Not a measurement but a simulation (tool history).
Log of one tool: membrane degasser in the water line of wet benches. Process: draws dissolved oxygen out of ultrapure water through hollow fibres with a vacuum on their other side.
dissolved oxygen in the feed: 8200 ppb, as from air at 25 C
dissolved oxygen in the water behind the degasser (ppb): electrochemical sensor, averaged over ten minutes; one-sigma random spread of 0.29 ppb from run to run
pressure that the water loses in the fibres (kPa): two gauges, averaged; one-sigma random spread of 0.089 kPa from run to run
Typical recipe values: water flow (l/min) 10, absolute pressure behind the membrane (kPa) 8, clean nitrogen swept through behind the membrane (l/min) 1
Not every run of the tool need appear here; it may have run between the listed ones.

run,day,water flow (l/min),absolute pressure behind the membrane (kPa),clean nitrogen swept through behind the membrane (l/min),dissolved oxygen in the water behind the degasser (ppb),pressure that the water loses in the fibres (kPa)
1,0,10,8,1,116.9,39.46
2,4.058,10,8,0.5,214.5,39.2
3,9.683,10,15.13,0.5,507.9,39.28
4,15.367,10,8,1,117,39.34
5,22.604,10,8,1,117.3,39.17
6,26,10,8,1,116.8,39.12
7,32.275,10,8,1.99,63.2,39.14
8,37.171,10,8,1.99,63.5,39.02
9,43.588,10,8,1,117,38.81
10,50.342,10,8,1,117.5,38.95
11,56.862,7,8,1,81.7,27.07
12,62.942,9,8,1,105.2,34.93
# day 66.142: vacuum gauge calibrated
13,69.108,11,8,1,129.6,42.68
14,74.712,11,8,1,129.1,42.66
15,81.067,11,8,1,129.4,42.54
16,84.158,10,16.34,0.75,394.3,38.73
17,91.608,10,16.34,0.58,492.9,38.6
18,97.946,9,7.34,0.46,181.3,34.75
19,102.325,9,7.34,0.46,181.3,34.67
20,108.804,9,7.34,0.46,181.8,34.51
21,115.762,14,10.74,1,252.6,53.95
22,121.033,12,13.08,1.44,200.8,46.1
23,124.442,8,8,2.07,47.3,30.7
24,129.929,8,5.77,2.76,20.4,30.74
25,136.154,8,5.77,2.76,20.5,30.72
26,140.083,8,5.77,2.76,20.4,30.48
27,146.917,15,5.11,0.64,115.9,57.27
28,151.308,10,7.79,0.4,247.9,38.2
# day 152.183: gauge calibrated
29,155.833,10,7.79,0.4,246.8,39.21
30,161.188,7,9.56,2.63,43.2,27.55

Each run again, without the hidden state but with its own random variation kept:
Hidden conditions of the tool in this case: membrane still open, %; true pressure behind the membrane over the reading, kPa; air that leaks in behind the membrane, l/min; drift of the gauge itself on oxygen_ppb, %; drift of the gauge itself on loss_of_pressure_kpa, %.
run,pressure that the water loses in the fibres (kPa)
1,39.45
2,39.22
3,39.35
4,39.45
5,39.33
6,39.31
7,39.37
8,39.29
9,39.12
10,39.32
11,27.36
12,35.34
13,43.23
14,43.26
15,43.19
16,39.34
17,39.27
18,35.4
19,35.34
20,35.22
21,55.14
22,47.17
23,31.43
24,31.5
25,31.52
26,31.3
27,58.88
28,39.31
29,39.22
30,27.59
For dissolved oxygen in the water behind the degasser (ppb), the value without the hidden state is never more than 0.2 from the measured value.

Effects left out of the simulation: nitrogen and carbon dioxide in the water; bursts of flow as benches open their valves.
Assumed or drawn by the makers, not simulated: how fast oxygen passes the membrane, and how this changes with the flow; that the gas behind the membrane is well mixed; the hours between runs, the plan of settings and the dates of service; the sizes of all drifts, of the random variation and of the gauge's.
